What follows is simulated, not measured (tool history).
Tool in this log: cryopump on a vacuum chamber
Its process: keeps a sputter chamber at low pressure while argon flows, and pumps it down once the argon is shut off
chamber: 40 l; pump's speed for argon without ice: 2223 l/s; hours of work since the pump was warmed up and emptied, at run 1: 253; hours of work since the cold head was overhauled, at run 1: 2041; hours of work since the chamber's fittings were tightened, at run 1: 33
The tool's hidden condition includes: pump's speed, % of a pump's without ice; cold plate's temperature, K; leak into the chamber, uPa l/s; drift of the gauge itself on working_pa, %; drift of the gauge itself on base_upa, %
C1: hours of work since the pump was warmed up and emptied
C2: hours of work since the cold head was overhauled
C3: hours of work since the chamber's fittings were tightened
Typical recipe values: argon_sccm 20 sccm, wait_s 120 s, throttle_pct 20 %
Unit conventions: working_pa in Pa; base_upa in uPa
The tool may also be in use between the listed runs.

Run 1, hour 0: usual settings; C1 253; C2 2041; C3 33. Result: working_pa 0.08 Pa, base_upa 0.73 uPa.
Run 2, hour 31.9: usual settings; C1 279; C2 2066; C3 58. Result: working_pa 0.0805 Pa, base_upa 0.77 uPa.
Run 3, hour 64.8: usual settings; C1 305; C2 2093; C3 85. Result: working_pa 0.081 Pa, base_upa 0.79 uPa.
At hour 92.4: pump warmed up, emptied and cooled again.
Run 4, hour 113.2: usual settings; C1 17; C2 2128; C3 120. Result: working_pa 0.0764 Pa, base_upa 0.75 uPa.
Run 5, hour 170.1: usual settings but throttle_pct 24 %; C1 63; C2 2174; C3 166. Result: working_pa 0.0641 Pa, base_upa 0.8 uPa.
Run 6, hour 226.4: usual settings but throttle_pct 28 %; C1 108; C2 2219; C3 211. Result: working_pa 0.0556 Pa, base_upa 0.89 uPa.
Run 7, hour 258.7: usual settings; C1 134; C2 2245; C3 237. Result: working_pa 0.0776 Pa, base_upa 0.87 uPa.
Run 8, hour 325.8: usual settings but throttle_pct 55 %; C1 188; C2 2299; C3 291. Result: working_pa 0.0306 Pa, base_upa 0.94 uPa.
Run 9, hour 369.8: usual settings; C1 223; C2 2334; C3 326. Result: working_pa 0.0791 Pa, base_upa 0.99 uPa.
Run 10, hour 405.4: usual settings but argon_sccm 15 sccm, wait_s 20 s, throttle_pct 29 %; C1 252; C2 2363; C3 355. Result: working_pa 0.0422 Pa, base_upa 3.69 uPa.
Run 11, hour 477.3: usual settings but argon_sccm 8 sccm, wait_s 76 s; C1 310; C2 2421; C3 413. Result: working_pa 0.0324 Pa, base_upa 1.38 uPa.
At hour 498.9: pump warmed up, emptied and cooled again.
Run 12, hour 539.4: usual settings but argon_sccm 8 sccm, wait_s 76 s; C1 33; C2 2467; C3 459. Result: working_pa 0.0308 Pa, base_upa 1.33 uPa.
Run 13, hour 572: usual settings but argon_sccm 8 sccm, wait_s 26 s; C1 59; C2 2493; C3 485. Result: working_pa 0.0302 Pa, base_upa 2.94 uPa.
Run 14, hour 610.6: usual settings but wait_s 158 s, throttle_pct 21 %; C1 90; C2 2524; C3 516. Result: working_pa 0.0736 Pa, base_upa 0.9 uPa.
Run 15, hour 654.3: usual settings but wait_s 158 s, throttle_pct 21 %; C1 125; C2 2560; C3 552. Result: working_pa 0.0746 Pa, base_upa 0.98 uPa.
Run 16, hour 689: usual settings but wait_s 158 s, throttle_pct 21 %; C1 153; C2 2587; C3 579. Result: working_pa 0.0746 Pa, base_upa 1.01 uPa.
Run 17, hour 749.8: usual settings but wait_s 158 s, throttle_pct 21 %; C1 202; C2 2636; C3 628. Result: working_pa 0.0751 Pa, base_upa 1.09 uPa.

Below, each run's measurement less what the same run would have read without the hidden state. Both values contain the same run-to-run variation, but the gauge's scatter may not be the same in both:
run  working_pa  base_upa
  1     +0.0041     +0.09
  2     +0.0047     +0.12
  3     +0.0052     +0.15
  4     +0.0005      +0.1
  5      +0.001     +0.14
  6     +0.0016      +0.2
  7      +0.002     +0.22
  8     +0.0028     +0.29
  9     +0.0033     +0.33
 10     +0.0028     +0.36
 11     +0.0019     +0.43
 12     +0.0003     +0.35
 13     +0.0004     +0.37
 14     +0.0014     +0.41
 15     +0.0019     +0.45
 16     +0.0022     +0.49
 17     +0.0029     +0.55
